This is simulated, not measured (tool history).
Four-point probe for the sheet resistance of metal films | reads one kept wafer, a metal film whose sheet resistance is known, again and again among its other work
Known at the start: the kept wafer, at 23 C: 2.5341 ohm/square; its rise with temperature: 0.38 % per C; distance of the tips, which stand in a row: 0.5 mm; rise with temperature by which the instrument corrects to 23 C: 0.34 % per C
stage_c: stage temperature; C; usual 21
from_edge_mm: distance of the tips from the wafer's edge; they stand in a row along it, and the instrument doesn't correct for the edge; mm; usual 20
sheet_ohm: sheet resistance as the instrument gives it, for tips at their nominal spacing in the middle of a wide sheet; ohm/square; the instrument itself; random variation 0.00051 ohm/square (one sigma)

| run | hour | stage_c | from_edge_mm | sheet_ohm |
|---|---|---|---|---|
| 1 | 0.0 | 21 | 20 | 2.527577 |
| 2 | 70.5 | 21 | 20 | 2.528084 |
| 3 | 125.4 | 27 | 20 | 2.534350 |
| 4 | 173.7 | 27 | 20 | 2.533251 |
| 5 | 203.5 | 27 | 20 | 2.534104 |
| 6 | 240.6 | 21 | 20 | 2.526868 |
| 7 | 288.2 | 34 | 20 | 2.542015 |
| 8 | 339.8 | 19 | 47 | 2.523708 |
| 9 | 386.1 | 19 | 47 | 2.523007 |
| 10 | 429.6 | 19 | 4 | 2.544419 |
| 11 | 471.7 | 31 | 14 | 2.539275 |

5 ways to go on from here, each from the tool as it stands after run 11. What would each give?
| A | 518.4 | 27 | 17 | ? |
| B | 518.4 | 21 | 4 | ? |
| C | 518.4 | 21 | 8 | ? |
| D | 518.4 | 34 | 20 | ? |
| E | 518.4 | 21 | 8 | ? |

| run | sheet_ohm |
|---|---|
| A | 2.532239 |
| B | 2.545692 |
| C | 2.530412 |
| D | 2.540845 |
| E | 2.530434 |
Without the tool's hidden state the same runs would have given:
| run | sheet_ohm |
|---|---|
| A | 2.539082 |
| B | 2.552450 |
| C | 2.537135 |
| D | 2.547837 |
| E | 2.537157 |
